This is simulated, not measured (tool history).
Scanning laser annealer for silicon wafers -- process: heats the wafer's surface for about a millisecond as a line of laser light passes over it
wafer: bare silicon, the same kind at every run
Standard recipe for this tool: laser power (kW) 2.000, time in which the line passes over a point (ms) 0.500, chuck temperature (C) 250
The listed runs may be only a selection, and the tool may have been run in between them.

run,hour,laser power (kW),time in which the line passes over a point (ms),chuck temperature (C),highest temperature of the surface (C)
1,0.0,2.000,0.500,250,1006
2,18.8,2.000,0.500,250,1004
3,29.3,2.000,0.500,250,1004
4,38.6,2.000,0.500,250,1005
5,52.0,2.000,0.500,250,1006
6,62.6,2.000,0.500,250,1006
7,81.4,2.000,0.500,233,986
8,98.7,2.000,0.500,233,989
9,110.5,2.000,0.500,233,987
10,120.2,2.000,0.500,233,987
11,127.8,2.000,0.500,211,967
# hour 138.6: window over the wafer cleaned
12,148.3,2.000,0.500,250,1005
13,166.0,2.000,0.500,250,1007
14,183.3,2.000,0.500,250,1003
15,191.3,2.000,0.500,250,1007
16,205.0,2.000,0.500,250,1002
17,212.9,2.000,0.500,250,1005
18,222.4,1.904,0.500,250,961
19,234.3,2.000,0.500,250,1004
20,247.3,2.000,0.500,250,1001
21,258.2,2.000,0.500,250,1004
22,265.9,2.000,0.500,250,1008
23,283.9,1.924,0.500,250,969
24,299.6,1.711,0.372,250,803
25,308.3,1.711,0.372,250,805
26,323.1,2.173,0.439,250,1030
27,331.1,2.000,0.354,271,914
28,344.3,2.000,0.354,271,913
29,356.7,2.000,0.354,271,913
30,368.4,2.000,0.354,220,861
31,377.9,2.000,0.354,220,865
32,393.0,2.000,0.565,250,1048
33,400.6,2.000,0.565,250,1049
34,412.0,2.000,0.565,250,1049
35,429.9,2.093,0.470,232,999
36,439.6,2.000,0.500,247,1000
37,457.1,2.000,0.538,269,1050
38,466.5,1.726,0.365,278,830
39,484.8,1.726,0.365,278,832
40,495.4,1.971,0.374,278,926
41,502.9,1.971,0.374,246,894
42,515.6,1.757,0.433,249,855

Each row is a separate what-if for the run after 42, all from the same tool condition, not one after another. Results?
A,534.1,2.000,0.491,240,?
B,534.1,1.910,0.433,283,?
C,534.1,1.757,0.507,249,?

run,highest temperature of the surface (C)
A,987
B,952
C,904
Had the tool no hidden state, the same runs would have come out as:
run,highest temperature of the surface (C)
A,987
B,952
C,904

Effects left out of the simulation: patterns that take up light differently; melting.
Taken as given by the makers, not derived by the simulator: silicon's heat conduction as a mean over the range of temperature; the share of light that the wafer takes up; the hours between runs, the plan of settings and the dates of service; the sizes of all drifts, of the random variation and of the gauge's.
